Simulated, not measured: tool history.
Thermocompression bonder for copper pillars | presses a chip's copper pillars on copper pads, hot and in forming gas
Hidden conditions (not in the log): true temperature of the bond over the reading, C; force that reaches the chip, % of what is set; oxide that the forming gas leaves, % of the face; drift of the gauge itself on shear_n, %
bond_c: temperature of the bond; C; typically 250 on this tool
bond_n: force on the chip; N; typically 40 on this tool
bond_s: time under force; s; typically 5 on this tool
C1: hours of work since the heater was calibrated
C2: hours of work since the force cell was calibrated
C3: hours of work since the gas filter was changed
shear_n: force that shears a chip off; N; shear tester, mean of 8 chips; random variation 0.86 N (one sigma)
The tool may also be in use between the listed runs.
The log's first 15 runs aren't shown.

run 16 hour=368.8 | bond_c=273 bond_n=40 bond_s=7 | C1=489 C2=988 C3=186 | shear_n=136.3
run 17 hour=393.5 | bond_c=253 bond_n=40 bond_s=5 | C1=505 C2=1004 C3=202 | shear_n=111.7
run 18 hour=410 | bond_c=253 bond_n=40 bond_s=5 | C1=515 C2=1014 C3=212 | shear_n=110.5
run 19 hour=441.3 | bond_c=279 bond_n=49 bond_s=6 | C1=535 C2=1034 C3=232 | shear_n=141.4
run 20 hour=478.9 | bond_c=257 bond_n=49 bond_s=6 | C1=559 C2=1058 C3=256 | shear_n=128
run 21 hour=498.6 | bond_c=257 bond_n=30 bond_s=3 | C1=572 C2=1071 C3=269 | shear_n=88.6
run 22 hour=517.9 | bond_c=250 bond_n=28 bond_s=3 | C1=584 C2=1083 C3=281 | shear_n=78.6
-- hour=526.6 force cell calibrated
run 23 hour=542 | bond_c=250 bond_n=34 bond_s=3 | C1=598 C2=10 C3=295 | shear_n=86.8
-- hour=554.2 forming gas filter changed
run 24 hour=564.9 | bond_c=251 bond_n=34 bond_s=3 | C1=613 C2=24 C3=7 | shear_n=87.9
run 25 hour=593.8 | bond_c=274 bond_n=46 bond_s=6 | C1=631 C2=42 C3=25 | shear_n=138.9
run 26 hour=625 | bond_c=274 bond_n=46 bond_s=6 | C1=651 C2=62 C3=45 | shear_n=138.5
run 27 hour=651.7 | bond_c=248 bond_n=36 bond_s=4 | C1=668 C2=79 C3=62 | shear_n=95.6
run 28 hour=674.8 | bond_c=248 bond_n=36 bond_s=4 | C1=683 C2=94 C3=77 | shear_n=94.2
run 29 hour=706.4 | bond_c=273 bond_n=31 bond_s=9 | C1=703 C2=114 C3=97 | shear_n=134.5
run 30 hour=729 | bond_c=236 bond_n=40 bond_s=5 | C1=717 C2=129 C3=111 | shear_n=93.9

Consider 4 possible next runs. They are alternatives, not a sequence: every one starts from the tool as it was left by run 30. What does each give?
run A hour=753 | bond_c=257 bond_n=40 bond_s=5 | C1=732 C2=144 C3=127 | shear_n=?
run B hour=753 | bond_c=254 bond_n=26 bond_s=15 | C1=732 C2=144 C3=127 | shear_n=?
run C hour=753 | bond_c=250 bond_n=40 bond_s=6 | C1=732 C2=144 C3=127 | shear_n=?
run D hour=753 | bond_c=227 bond_n=33 bond_s=5 | C1=732 C2=144 C3=127 | shear_n=?

run=A shear_n=116.6
run=B shear_n=121.9
run=C shear_n=112.7
run=D shear_n=76.5
Without the tool's unlogged condition, the same runs would have read:
run=A shear_n=116.8
run=B shear_n=122.1
run=C shear_n=112.9
run=D shear_n=76.6

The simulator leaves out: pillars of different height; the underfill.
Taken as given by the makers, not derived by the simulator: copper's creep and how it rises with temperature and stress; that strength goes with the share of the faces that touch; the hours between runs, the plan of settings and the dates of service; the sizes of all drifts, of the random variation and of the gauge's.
